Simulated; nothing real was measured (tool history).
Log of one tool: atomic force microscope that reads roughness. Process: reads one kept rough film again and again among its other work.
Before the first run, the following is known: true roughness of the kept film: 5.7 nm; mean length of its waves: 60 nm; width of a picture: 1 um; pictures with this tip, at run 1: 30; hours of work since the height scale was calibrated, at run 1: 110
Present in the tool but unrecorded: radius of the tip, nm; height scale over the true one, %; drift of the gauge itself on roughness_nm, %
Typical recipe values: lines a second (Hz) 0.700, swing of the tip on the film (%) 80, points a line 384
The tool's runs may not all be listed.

| run | day | lines a second (Hz) | swing of the tip on the film (%) | points a line | pictures with this tip | hours of work since the height scale was calibrated | roughness of the kept film (nm (root mean square)) |
|---|---|---|---|---|---|---|---|
| 1 | 0.000 | 0.700 | 80 | 384 | 30 | 110 | 5.044 |
| 2 | 0.521 | 0.700 | 80 | 384 | 48 | 117 | 5.048 |
| 3 | 0.788 | 0.700 | 80 | 384 | 57 | 121 | 5.012 |
| 4 | 1.183 | 0.700 | 80 | 384 | 70 | 126 | 5.002 |
| 5 | 1.654 | 0.700 | 80 | 384 | 86 | 133 | 5.000 |
| 6 | 1.925 | 0.700 | 80 | 384 | 96 | 136 | 5.041 |
| 7 | 2.342 | 0.700 | 80 | 384 | 110 | 142 | 5.001 |
|  | 2.454 | new tip fitted |
| 8 | 2.846 | 0.765 | 80 | 384 | 13 | 149 | 5.001 |
| 9 | 3.371 | 0.765 | 80 | 384 | 31 | 156 | 4.998 |
| 10 | 3.679 | 0.765 | 80 | 384 | 41 | 160 | 4.981 |
| 11 | 4.046 | 0.765 | 80 | 384 | 54 | 165 | 4.997 |
| 12 | 4.512 | 0.765 | 80 | 384 | 70 | 172 | 5.012 |
| 13 | 4.821 | 0.700 | 80 | 567 | 80 | 176 | 5.018 |
| 14 | 5.167 | 0.700 | 80 | 567 | 92 | 181 | 5.008 |
| 15 | 5.646 | 0.700 | 80 | 567 | 108 | 187 | 5.029 |
|  | 5.829 | new tip fitted |
| 16 | 5.900 | 0.700 | 69 | 384 | 2 | 190 | 5.175 |
| 17 | 6.388 | 0.700 | 69 | 384 | 19 | 197 | 5.186 |
| 18 | 6.633 | 0.700 | 69 | 384 | 27 | 200 | 5.149 |
| 19 | 7.133 | 0.700 | 69 | 439 | 44 | 207 | 5.165 |
| 20 | 7.529 | 0.700 | 69 | 439 | 58 | 213 | 5.179 |
| 21 | 8.021 | 0.700 | 71 | 384 | 74 | 219 | 5.119 |
| 22 | 8.412 | 0.700 | 71 | 643 | 88 | 225 | 5.158 |
| 23 | 8.725 | 0.700 | 71 | 643 | 98 | 229 | 5.150 |
| 24 | 8.958 | 2.856 | 83 | 468 | 106 | 232 | 4.123 |
|  | 9.200 | new tip fitted |
| 25 | 9.433 | 2.856 | 83 | 468 | 8 | 238 | 4.101 |
| 26 | 9.758 | 0.778 | 80 | 276 | 19 | 243 | 4.987 |
| 27 | 10.146 | 0.778 | 80 | 276 | 32 | 248 | 5.010 |
| 28 | 10.638 | 1.534 | 59 | 411 | 48 | 255 | 5.147 |
| 29 | 11.067 | 1.534 | 59 | 411 | 63 | 261 | 5.150 |
| 30 | 11.450 | 1.534 | 59 | 411 | 76 | 266 | 5.129 |
| 31 | 11.671 | 1.410 | 59 | 411 | 84 | 269 | 5.186 |
| 32 | 12.058 | 3.829 | 77 | 384 | 97 | 274 | 4.111 |
| 33 | 12.288 | 3.829 | 77 | 384 | 105 | 278 | 4.126 |
|  | 12.571 | new tip fitted |
| 34 | 12.617 | 3.069 | 77 | 384 | 2 | 282 | 4.378 |
| 35 | 13.075 | 2.454 | 63 | 384 | 18 | 288 | 4.951 |
| 36 | 13.433 | 1.322 | 80 | 605 | 30 | 293 | 4.805 |
| 37 | 13.700 | 1.041 | 80 | 319 | 39 | 297 | 4.884 |
| 38 | 13.925 | 1.074 | 64 | 1010 | 46 | 300 | 5.157 |
| 39 | 14.254 | 2.761 | 71 | 856 | 58 | 304 | 4.650 |
| 40 | 14.646 | 2.761 | 71 | 856 | 71 | 310 | 4.645 |
| 41 | 15.129 | 1.019 | 78 | 856 | 87 | 316 | 4.973 |

Hidden state at the last listed run before each entry between runs and at the first one after, where it differs:
From run 7 to run 8: new tip fitted (day 2.454)
  radius of the tip, nm: 10.6 -> 10.1
From run 15 to run 16: new tip fitted (day 5.829)
  radius of the tip, nm: 10.5 -> 10
From run 24 to run 25: new tip fitted (day 9.200)
  radius of the tip, nm: 10.5 -> 10.1
From run 33 to run 34: new tip fitted (day 12.571)
  radius of the tip, nm: 10.5 -> 10
